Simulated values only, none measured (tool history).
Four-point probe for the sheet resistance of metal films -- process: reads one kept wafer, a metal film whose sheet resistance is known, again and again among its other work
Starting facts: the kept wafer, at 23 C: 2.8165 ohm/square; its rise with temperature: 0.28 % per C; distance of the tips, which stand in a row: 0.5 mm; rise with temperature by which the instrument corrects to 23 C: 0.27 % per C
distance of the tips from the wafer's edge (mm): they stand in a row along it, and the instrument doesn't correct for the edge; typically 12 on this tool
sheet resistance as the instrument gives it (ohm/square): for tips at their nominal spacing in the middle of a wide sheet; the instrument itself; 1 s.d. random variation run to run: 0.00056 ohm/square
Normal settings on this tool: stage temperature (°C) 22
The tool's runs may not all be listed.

| run | day | stage temperature (°C) | distance of the tips from the wafer's edge (mm) | sheet resistance as the instrument gives it (ohm/square) |
|---|---|---|---|---|
| 1 | 0.000 | 22 | 12 | 2.818169 |
| 2 | 0.725 | 22 | 12 | 2.818808 |
| 3 | 1.188 | 30 | 12 | 2.820988 |
| 4 | 1.662 | 22 | 12 | 2.818812 |
| 5 | 2.188 | 22 | 53 | 2.816590 |
| 6 | 2.842 | 22 | 53 | 2.816543 |
| 7 | 3.671 | 28 | 15 | 2.819200 |
| 8 | 4.296 | 29 | 9 | 2.822324 |

For run 9, what comes out?
| 9 | 5.204 | 28 | 40 | ? |

{"run 9": {"sheet resistance as the instrument gives it (ohm/square)": 2.81878}}
Minus the tool's unlogged condition, the same run would have read sheet resistance as the instrument gives it (ohm/square) 2.818523.
